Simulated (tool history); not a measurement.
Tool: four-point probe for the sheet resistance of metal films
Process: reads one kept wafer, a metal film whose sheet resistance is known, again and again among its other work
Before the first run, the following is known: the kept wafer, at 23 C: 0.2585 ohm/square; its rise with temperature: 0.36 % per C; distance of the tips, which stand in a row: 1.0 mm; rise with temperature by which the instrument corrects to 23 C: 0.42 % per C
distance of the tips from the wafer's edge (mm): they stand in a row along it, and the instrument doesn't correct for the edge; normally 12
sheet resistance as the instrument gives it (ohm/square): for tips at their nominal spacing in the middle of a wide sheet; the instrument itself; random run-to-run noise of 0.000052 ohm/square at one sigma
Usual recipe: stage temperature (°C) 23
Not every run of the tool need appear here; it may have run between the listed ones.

run     day  stage temperature (°C)  distance of the tips from the wafer's edge (mm)  sheet resistance as the instrument gives it (ohm/square)
  1   0.000                      23                                               12                                                  0.260031
  2   2.942                      23                                               11                                                  0.260182
  3   5.362                      23                                               11                                                  0.260406
  4   8.679                      23                                               12                                                  0.260176
  5  12.717                      32                                               12                                                  0.259084
  6  15.654                      23                                               12                                                  0.260306
  7  19.367                      23                                               12                                                  0.260319
  8  22.342                      23                                               12                                                  0.260362
  9  24.092                      23                                               12                                                  0.260314
 10  27.596                      23                                               12                                                  0.260419
 11  29.942                      23                                               11                                                  0.260610
 12  33.971                      23                                               11                                                  0.260577
 13  36.896                      23                                               11                                                  0.260668
 14  39.583                      23                                               11                                                  0.260661
 15  42.096                      23                                               11                                                  0.260785
 16  44.046                      22                                                9                                                  0.261453
 17  47.654                      22                                                9                                                  0.261511
     48.033  -- stage's thermometer calibrated
 18  51.583                      30                                               12                                                  0.259631
 19  53.854                      22                                               12                                                  0.260772
     57.021  -- stage's thermometer calibrated, once more
 20  57.579                      23                                                9                                                  0.261346

The next listed run, before its measurement:
 21  60.846                      29                                               17                                                         ?

sheet resistance as the instrument gives it (ohm/square): 0.259320
Without the tool's hidden state the same run would have given sheet resistance as the instrument gives it (ohm/square) 0.258170.

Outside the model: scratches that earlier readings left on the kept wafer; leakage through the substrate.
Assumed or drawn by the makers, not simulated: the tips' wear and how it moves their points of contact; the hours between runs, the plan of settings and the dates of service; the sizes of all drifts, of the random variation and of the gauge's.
